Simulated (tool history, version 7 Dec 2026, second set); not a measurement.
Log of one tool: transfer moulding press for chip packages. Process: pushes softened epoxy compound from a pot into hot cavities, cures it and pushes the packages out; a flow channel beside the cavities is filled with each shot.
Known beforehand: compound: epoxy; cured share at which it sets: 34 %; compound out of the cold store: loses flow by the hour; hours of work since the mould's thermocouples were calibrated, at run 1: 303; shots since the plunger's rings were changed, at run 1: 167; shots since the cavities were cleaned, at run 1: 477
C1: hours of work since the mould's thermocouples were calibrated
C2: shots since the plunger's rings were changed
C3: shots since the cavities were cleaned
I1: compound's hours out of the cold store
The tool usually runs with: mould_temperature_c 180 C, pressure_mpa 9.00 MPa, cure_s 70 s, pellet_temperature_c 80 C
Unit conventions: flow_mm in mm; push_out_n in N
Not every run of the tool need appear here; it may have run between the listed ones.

run 1 hour=0.0 | mould_temperature_c=180 pressure_mpa=9.00 cure_s=70 pellet_temperature_c=80 | C1=303 C2=167 C3=477 | I1=44.0 | flow_mm=851 push_out_n=767
-- hour=10.1 cavities cleaned with cleaning compound and waxed
run 2 hour=38.4 | mould_temperature_c=180 pressure_mpa=9.00 cure_s=70 pellet_temperature_c=80 | C1=330 C2=821 C3=501 | I1=26.1 | flow_mm=902 push_out_n=813
-- hour=48.6 cavities cleaned with cleaning compound and waxed
run 3 hour=72.4 | mould_temperature_c=180 pressure_mpa=9.00 cure_s=70 pellet_temperature_c=80 | C1=354 C2=1398 C3=422 | I1=20.9 | flow_mm=914 push_out_n=799
-- hour=88.5 cavities cleaned with cleaning compound and waxed
run 4 hour=118.5 | mould_temperature_c=180 pressure_mpa=9.00 cure_s=99 pellet_temperature_c=80 | C1=386 C2=2190 C3=532 | I1=45.5 | flow_mm=840 push_out_n=609
-- hour=125.2 cavities cleaned with cleaning compound and waxed
run 5 hour=145.3 | mould_temperature_c=180 pressure_mpa=9.00 cure_s=70 pellet_temperature_c=80 | C1=405 C2=2638 C3=355 | I1=27.5 | flow_mm=887 push_out_n=798
-- hour=167.0 cavities cleaned with cleaning compound and waxed
run 6 hour=186.8 | mould_temperature_c=180 pressure_mpa=9.00 cure_s=70 pellet_temperature_c=80 | C1=435 C2=3349 C3=351 | I1=29.7 | flow_mm=872 push_out_n=764
-- hour=203.4 plunger's sealing rings changed
-- hour=207.6 cavities cleaned with cleaning compound and waxed
run 7 hour=228.4 | mould_temperature_c=180 pressure_mpa=7.72 cure_s=65 pellet_temperature_c=80 | C1=462 C2=417 C3=370 | I1=28.5 | flow_mm=836 push_out_n=931
-- hour=247.2 cavities cleaned with cleaning compound and waxed
run 8 hour=261.8 | mould_temperature_c=180 pressure_mpa=7.72 cure_s=94 pellet_temperature_c=84 | C1=486 C2=983 C3=259 | I1=9.9 | flow_mm=879 push_out_n=530
-- hour=286.3 cavities cleaned with cleaning compound and waxed
run 9 hour=307.3 | mould_temperature_c=180 pressure_mpa=10.78 cure_s=85 pellet_temperature_c=80 | C1=518 C2=1763 C3=371 | I1=25.9 | flow_mm=981 push_out_n=626
-- hour=325.6 cavities cleaned with cleaning compound and waxed
run 10 hour=359.0 | mould_temperature_c=180 pressure_mpa=9.00 cure_s=92 pellet_temperature_c=79 | C1=555 C2=2655 C3=593 | I1=12.7 | flow_mm=938 push_out_n=643
-- hour=364.1 cavities cleaned with cleaning compound and waxed
-- hour=403.3 cavities cleaned with cleaning compound and waxed
-- hour=416.7 plunger's sealing rings changed
run 11 hour=418.2 | mould_temperature_c=186 pressure_mpa=9.00 cure_s=84 pellet_temperature_c=79 | C1=595 C2=25 C3=220 | I1=24.2 | flow_mm=901 push_out_n=525

For each run, the measured value with the value that run would have given without the tool's hidden condition subtracted. The run-to-run variation is shared by both, the gauge scatter possibly not:
The tool's hidden condition here consists of: true mould temperature over the reading, C; pressure that reaches the compound, % of what is set; grip of the stained cavities, % over clean ones'; drift of the gauge itself on flow_mm, %; drift of the gauge itself on push_out_n, %.
run=1 flow_mm=+0 push_out_n=+274
run=2 flow_mm=-6 push_out_n=+287
run=3 flow_mm=-12 push_out_n=+278
run=4 flow_mm=-17 push_out_n=+210
run=5 flow_mm=-23 push_out_n=+260
run=6 flow_mm=-28 push_out_n=+259
run=7 flow_mm=-3 push_out_n=+320
run=8 flow_mm=-8 push_out_n=+146
run=9 flow_mm=-17 push_out_n=+197
run=10 flow_mm=-25 push_out_n=+235
run=11 flow_mm=+2 push_out_n=+130
